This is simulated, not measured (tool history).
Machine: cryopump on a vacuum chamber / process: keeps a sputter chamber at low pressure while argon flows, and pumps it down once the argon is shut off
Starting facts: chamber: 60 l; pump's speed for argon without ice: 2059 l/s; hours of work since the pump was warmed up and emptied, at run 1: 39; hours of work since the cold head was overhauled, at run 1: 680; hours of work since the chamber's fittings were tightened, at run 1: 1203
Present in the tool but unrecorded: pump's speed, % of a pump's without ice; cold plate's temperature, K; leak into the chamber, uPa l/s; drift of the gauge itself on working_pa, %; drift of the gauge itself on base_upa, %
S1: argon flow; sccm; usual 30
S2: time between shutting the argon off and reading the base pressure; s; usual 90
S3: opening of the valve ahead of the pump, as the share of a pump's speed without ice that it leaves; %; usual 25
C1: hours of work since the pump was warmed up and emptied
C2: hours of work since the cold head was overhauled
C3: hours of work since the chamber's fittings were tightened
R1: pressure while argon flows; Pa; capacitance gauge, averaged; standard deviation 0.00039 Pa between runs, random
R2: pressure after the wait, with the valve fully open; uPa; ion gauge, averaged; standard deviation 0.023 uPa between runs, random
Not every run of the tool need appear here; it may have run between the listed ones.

{"run": 1, "hour": 0.0, "S1": 30, "S2": 90, "S3": 25, "C1": 39, "C2": 680, "C3": 1203, "R1": 0.099, "R2": 2.14}
{"run": 2, "hour": 19.2, "S1": 46, "S2": 90, "S3": 25, "C1": 51, "C2": 693, "C3": 1215, "R1": 0.1522, "R2": 2.25}
{"run": 3, "hour": 40.6, "S1": 46, "S2": 90, "S3": 25, "C1": 65, "C2": 707, "C3": 1229, "R1": 0.1513, "R2": 2.26}
{"run": 4, "hour": 61.1, "S1": 46, "S2": 90, "S3": 25, "C1": 78, "C2": 720, "C3": 1243, "R1": 0.1528, "R2": 2.32}
{"run": 5, "hour": 97.4, "S1": 46, "S2": 90, "S3": 25, "C1": 102, "C2": 743, "C3": 1266, "R1": 0.1522, "R2": 2.28}
{"run": 6, "hour": 124.3, "S1": 46, "S2": 90, "S3": 25, "C1": 119, "C2": 761, "C3": 1283, "R1": 0.1525, "R2": 2.34}
{"run": 7, "hour": 140.5, "S1": 46, "S2": 90, "S3": 25, "C1": 129, "C2": 771, "C3": 1294, "R1": 0.1525, "R2": 2.4}
{"run": 8, "hour": 171.9, "S1": 46, "S2": 90, "S3": 25, "C1": 150, "C2": 791, "C3": 1314, "R1": 0.1532, "R2": 2.43}
{"run": 9, "hour": 197.0, "S1": 46, "S2": 90, "S3": 25, "C1": 166, "C2": 808, "C3": 1330, "R1": 0.1539, "R2": 2.48}
{"run": 10, "hour": 228.9, "S1": 46, "S2": 90, "S3": 25, "C1": 187, "C2": 828, "C3": 1351, "R1": 0.1529, "R2": 2.38}
{"hour": 237.8, "done": "leaking fittings of the chamber tightened, without venting"}
{"run": 11, "hour": 246.1, "S1": 30, "S2": 25, "S3": 25, "C1": 196, "C2": 838, "C3": 5, "R1": 0.1003, "R2": 2.37}
{"run": 12, "hour": 266.1, "S1": 30, "S2": 25, "S3": 25, "C1": 209, "C2": 851, "C3": 18, "R1": 0.1, "R2": 2.43}
{"run": 13, "hour": 291.8, "S1": 30, "S2": 148, "S3": 25, "C1": 226, "C2": 868, "C3": 35, "R1": 0.1003, "R2": 0.62}
{"run": 14, "hour": 327.9, "S1": 30, "S2": 90, "S3": 25, "C1": 249, "C2": 891, "C3": 58, "R1": 0.1003, "R2": 0.85}
{"run": 15, "hour": 355.3, "S1": 30, "S2": 90, "S3": 49, "C1": 267, "C2": 909, "C3": 76, "R1": 0.0527, "R2": 0.89}
{"run": 16, "hour": 371.6, "S1": 30, "S2": 251, "S3": 25, "C1": 278, "C2": 919, "C3": 87, "R1": 0.1012, "R2": 0.53}
{"run": 17, "hour": 393.7, "S1": 30, "S2": 251, "S3": 25, "C1": 292, "C2": 934, "C3": 101, "R1": 0.1003, "R2": 0.54}
{"run": 18, "hour": 425.4, "S1": 30, "S2": 251, "S3": 25, "C1": 312, "C2": 954, "C3": 121, "R1": 0.1009, "R2": 0.55}
{"run": 19, "hour": 449.2, "S1": 43, "S2": 146, "S3": 41, "C1": 328, "C2": 969, "C3": 137, "R1": 0.0898, "R2": 0.74}
{"run": 20, "hour": 469.1, "S1": 19, "S2": 201, "S3": 41, "C1": 341, "C2": 982, "C3": 150, "R1": 0.0398, "R2": 0.65}
{"run": 21, "hour": 494.5, "S1": 40, "S2": 48, "S3": 25, "C1": 357, "C2": 999, "C3": 166, "R1": 0.1356, "R2": 1.5}
{"run": 22, "hour": 532.3, "S1": 29, "S2": 96, "S3": 25, "C1": 381, "C2": 1023, "C3": 190, "R1": 0.0978, "R2": 1.01}
{"run": 23, "hour": 558.7, "S1": 29, "S2": 96, "S3": 25, "C1": 398, "C2": 1040, "C3": 207, "R1": 0.0982, "R2": 0.99}
{"run": 24, "hour": 584.4, "S1": 29, "S2": 96, "S3": 25, "C1": 415, "C2": 1057, "C3": 224, "R1": 0.0985, "R2": 1.09}
{"run": 25, "hour": 611.2, "S1": 25, "S2": 257, "S3": 23, "C1": 432, "C2": 1074, "C3": 241, "R1": 0.0923, "R2": 0.68}
{"run": 26, "hour": 627.9, "S1": 59, "S2": 222, "S3": 21, "C1": 443, "C2": 1085, "C3": 252, "R1": 0.2376, "R2": 0.77}
{"run": 27, "hour": 650.0, "S1": 59, "S2": 222, "S3": 21, "C1": 457, "C2": 1099, "C3": 266, "R1": 0.2381, "R2": 0.77}
{"run": 28, "hour": 675.8, "S1": 32, "S2": 35, "S3": 25, "C1": 474, "C2": 1116, "C3": 283, "R1": 0.1091, "R2": 2.14}
{"run": 29, "hour": 706.4, "S1": 36, "S2": 38, "S3": 25, "C1": 494, "C2": 1136, "C3": 303, "R1": 0.123, "R2": 2.05}
{"run": 30, "hour": 743.9, "S1": 36, "S2": 38, "S3": 25, "C1": 518, "C2": 1160, "C3": 327, "R1": 0.1241, "R2": 2.05}
{"run": 31, "hour": 781.5, "S1": 36, "S2": 38, "S3": 25, "C1": 542, "C2": 1184, "C3": 351, "R1": 0.1238, "R2": 2.08}
{"run": 32, "hour": 818.7, "S1": 36, "S2": 38, "S3": 25, "C1": 567, "C2": 1208, "C3": 376, "R1": 0.1246, "R2": 2.08}
{"run": 33, "hour": 838.2, "S1": 36, "S2": 188, "S3": 33, "C1": 579, "C2": 1221, "C3": 388, "R1": 0.0954, "R2": 1.06}
{"run": 34, "hour": 870.1, "S1": 15, "S2": 118, "S3": 15, "C1": 600, "C2": 1242, "C3": 409, "R1": 0.0848, "R2": 1.21}

How would selected steps in R1 from run to run divide? Give the signed amount a tool lacking its hidden state would still show from settings, what came in and random variation, and the signed amount left for the hidden state, including any gauge scatter that is not in both of the compared results.
Run 20 -> 21: S1 19 -> 40, S2 201 -> 48, S3 41 -> 25. R1 +0.0958 Pa: hidden state +0.0021, all else +0.0937.
Run 25 -> 26: S1 25 -> 59, S2 257 -> 222, S3 23 -> 21. R1 +0.1453 Pa: hidden state +0.0044, all else +0.1409.
Run 27 -> 28: S1 59 -> 32, S2 222 -> 35, S3 21 -> 25. R1 -0.1290 Pa: hidden state -0.0033, all else -0.1257.
Run 33 -> 34: S1 36 -> 15, S2 188 -> 118, S3 33 -> 15. R1 -0.0106 Pa: hidden state -0.0034, all else -0.0072.
